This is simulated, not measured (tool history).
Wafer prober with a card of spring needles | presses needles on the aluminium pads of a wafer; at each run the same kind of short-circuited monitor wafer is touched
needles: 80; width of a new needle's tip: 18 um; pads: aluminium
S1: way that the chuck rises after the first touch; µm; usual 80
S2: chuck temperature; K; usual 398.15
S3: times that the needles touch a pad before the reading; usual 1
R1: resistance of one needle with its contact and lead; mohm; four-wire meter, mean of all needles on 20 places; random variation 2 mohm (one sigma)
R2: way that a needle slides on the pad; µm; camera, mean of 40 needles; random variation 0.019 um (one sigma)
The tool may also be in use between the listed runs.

run  hour  S1      S2  S3   R1     R2
  1   0.0  80  398.15   1  220  12.11
  2   7.7  94  398.15   1  221  14.25
     13.0  -- tips cleaned on abrasive film
  3  14.3  94  398.15   1  220  14.22
  4  20.7  94  339.15   1  204  14.24
  5  27.3  94  339.15   1  205  14.24
     28.0  -- tips cleaned on abrasive film
  6  32.6  94  339.15   1  207  14.19
  7  42.1  94  339.15   1  205  14.24
     42.6  -- tips cleaned on abrasive film
  8  47.4  94  339.15   1  210  14.20
  9  52.6  94  339.15   1  207  14.21

The next listed run, before its measurement:
     58.0  -- tips cleaned on abrasive film
 10  62.5  88  398.15   2   ?   ?

Run 10 gave R1 221 mohm, R2 13.31 µm.
Without the tool's hidden state the same run would have given R1 221 mohm, R2 13.31 µm.
